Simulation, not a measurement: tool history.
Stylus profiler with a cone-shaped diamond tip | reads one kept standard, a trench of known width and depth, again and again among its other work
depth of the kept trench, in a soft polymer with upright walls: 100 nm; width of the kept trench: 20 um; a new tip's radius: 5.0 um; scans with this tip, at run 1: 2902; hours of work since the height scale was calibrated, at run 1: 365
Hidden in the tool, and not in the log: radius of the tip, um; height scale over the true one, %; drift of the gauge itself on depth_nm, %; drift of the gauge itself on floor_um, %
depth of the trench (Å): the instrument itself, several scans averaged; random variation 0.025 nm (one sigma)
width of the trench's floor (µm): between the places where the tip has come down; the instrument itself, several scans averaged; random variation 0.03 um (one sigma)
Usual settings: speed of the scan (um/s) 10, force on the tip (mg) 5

run	day	speed of the scan (um/s)	force on the tip (mg)	scans with this tip	hours of work since the height scale was calibrated	depth of the trench (Å)	width of the trench's floor (µm)
1	0	10	5	2902	365	1016	17.45
2	0.617	10	5	2971	374	1015.9	17.42
3	1.208	3	5	3035	382	1016.7	17.49
4	1.517	3	5	3070	386	1016.3	17.41
5	1.942	3	5	3117	392	1016.1	17.42
6	2.588	3	5	3188	401	1016.4	17.35
7	3.062	3	5	3240	408	1016.4	17.37
8	3.462	3	5	3284	413	1016	17.33
9	3.804	3	2.88	3322	418	1012.5	17.38
10	4.283	3	2.88	3374	425	1012.1	17.35
11	4.875	8	5	3440	433	1016.9	17.36
12	5.538	10	5	3513	442	1016.6	17.36
13	5.867	10	5	3549	447	1016.8	17.34
14	6.471	10	5	3616	455	1016.4	17.36
15	6.933	10	5	3667	461	1016.4	17.29
16	7.262	10	5	3703	466	1016.8	17.32
17	7.888	10	5	3772	475	1016.5	17.35
18	8.196	7	5	3806	479	1016.4	17.33
19	8.692	7	5	3861	486	1016.7	17.32
20	9.179	7	5	3915	492	1016.8	17.26
21	9.579	7	5	3959	498	1016.7	17.22
22	10.079	7	5	4014	505	1017	17.29
23	10.688	7	5	4081	513	1017.2	17.24
24	11.338	27	2.51	4153	522	1012	17.22
25	11.746	27	2.51	4198	528	1011.8	17.22
26	12.388	27	2.51	4269	537	1012	17.21
27	12.742	27	2.51	4307	542	1011.8	17.15
28	13.104	6	1.73	4347	547	1009.6	17.21
29	13.829	38	2.55	4427	557	1011.9	17.11
30	14.308	38	2.55	4480	564	1011.7	17.08
31	14.688	7	2.55	4522	569	1011.8	17.24
32	15.221	7	2.55	4581	576	1012.5	17.19
33	15.896	7	2.55	4655	586	1011.4	17.14
34	16.238	10	1.71	4693	590	1010.3	17.14
35	16.883	10	4.71	4764	599	1016.9	17.12
36	17.233	10	4.71	4803	604	1016.6	17.15
37	17.817	7	5.53	4867	612	1018.9	17.02
38	18.362	2	3.04	4927	620	1013.1	17.12
39	19.071	7	10.83	5005	630	1027.1	17.11
40	19.454	7	10.83	5048	635	1027.4	17.11
41	19.875	9	2.95	5094	641	1013.3	17.09
42	20.592	31	13.91	5173	651	1031.3	17.01
43	21.167	7	6.69	5237	659	1021	17.11
44	21.633	11	5	5288	665	1017.6	17.02
45	22.179	11	5	5349	673	1017.5	17.05
46	22.867	11	5	5424	682	1017.6	17.02

The same runs without the tool's hidden state, with the same run-to-run variation:
run	depth of the trench (Å)	width of the trench's floor (µm)
1	1014	18.01
2	1013.9	17.99
3	1014.6	18.07
4	1014.1	18
5	1014	18.01
6	1014.2	17.96
7	1014.2	17.99
8	1013.8	17.95
9	1010.3	18.01
10	1009.8	17.98
11	1014.6	18.01
12	1014.2	18.02
13	1014.3	18
14	1014	18.03
15	1013.9	17.97
16	1014.2	18
17	1014	18.05
18	1013.8	18.03
19	1014.1	18.03
20	1014.1	17.98
21	1014	17.95
22	1014.3	18.02
23	1014.5	17.99
24	1009.2	17.98
25	1009	17.98
26	1009.1	17.98
27	1008.9	17.93
28	1006.7	18
29	1009	17.91
30	1008.7	17.89
31	1008.8	18.06
32	1009.4	18.02
33	1008.3	17.97
34	1007.2	17.98
35	1013.8	17.97
36	1013.4	18.01
37	1015.6	17.88
38	1009.9	18
39	1023.8	18
40	1024	18
41	1010	17.99
42	1027.8	17.92
43	1017.5	18.03
44	1014.1	17.95
45	1014	17.98
46	1014	17.97
